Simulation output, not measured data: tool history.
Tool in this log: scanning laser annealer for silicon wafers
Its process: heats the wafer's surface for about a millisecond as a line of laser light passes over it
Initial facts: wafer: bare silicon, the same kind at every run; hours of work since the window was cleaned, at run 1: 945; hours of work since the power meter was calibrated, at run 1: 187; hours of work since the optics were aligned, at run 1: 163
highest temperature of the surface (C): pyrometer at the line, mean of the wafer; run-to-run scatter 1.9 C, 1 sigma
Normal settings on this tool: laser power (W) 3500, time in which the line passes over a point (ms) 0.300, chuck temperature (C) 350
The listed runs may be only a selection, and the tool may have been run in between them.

run   hour  laser power (W)  time in which the line passes over a point (ms)  chuck temperature (C)  hours of work since the window was cleaned  hours of work since the power meter was calibrated  hours of work since the optics were aligned  highest temperature of the surface (C)
  1    0.0             3500                                            0.300                    350                                         945                                                 187                                          163                                    1165
  2   20.2             3500                                            0.300                    350                                         959                                                 201                                          177                                    1166
  3   40.7             3594                                            0.300                    350                                         973                                                 215                                          191                                    1187
  4   58.6             3594                                            0.300                    350                                         986                                                 228                                          204                                    1193
      72.1  -- window over the wafer cleaned
  5   72.5             3042                                            0.300                    350                                           0                                                 236                                          212                                    1051
  6   88.4             3042                                            0.300                    350                                          11                                                 247                                          223                                    1052
  7  103.9             3042                                            0.300                    350                                          22                                                 258                                          234                                    1050
  8  116.9             3042                                            0.300                    350                                          31                                                 267                                          243                                    1051
  9  132.1             3500                                            0.284                    350                                          42                                                 278                                          254                                    1144
 10  143.2             3500                                            0.284                    350                                          50                                                 285                                          262                                    1144
 11  164.5             3500                                            0.300                    350                                          65                                                 300                                          277                                    1166
 12  180.6             3500                                            0.300                    350                                          76                                                 312                                          288                                    1168
 13  195.0             3681                                            0.377                    326                                          86                                                 322                                          298                                    1297
 14  215.7             3169                                            0.377                    326                                         101                                                 336                                          312                                    1147
 15  228.5             3169                                            0.377                    351                                         109                                                 345                                          321                                    1172
 16  240.4             2997                                            0.360                    374                                         118                                                 354                                          330                                    1130
 17  257.2             3045                                            0.311                    318                                         130                                                 365                                          341                                    1034
 18  277.0             3009                                            0.222                    325                                         143                                                 379                                          355                                     919
 19  293.2             3009                                            0.222                    325                                         155                                                 390                                          367                                     920
 20  309.1             3506                                            0.300                    350                                         166                                                 402                                          378                                    1168
 21  319.3             3506                                            0.300                    350                                         173                                                 409                                          385                                    1167
 22  328.4             3216                                            0.218                    367                                         179                                                 415                                          391                                     998
 23  347.5             3826                                            0.374                    327                                         193                                                 428                                          405                                    1339

Here are 4 independent what-if runs from the current tool condition. What would each one return?
  A  362.2             3458                                            0.300                    341                                         203                                                 439                                          415                                       ?
  B  362.2             2993                                            0.216                    350                                         203                                                 439                                          415                                       ?
  C  362.2             3603                                            0.300                    350                                         203                                                 439                                          415                                       ?
  D  362.2             3744                                            0.281                    378                                         203                                                 439                                          415                                       ?

run  highest temperature of the surface (C)
  A                                    1150
  B                                     930
  C                                    1190
  D                                    1225
Take away the tool's hidden state, keep each run's random variation, and the runs would have read:
run  highest temperature of the surface (C)
  A                                    1150
  B                                     930
  C                                    1190
  D                                    1225
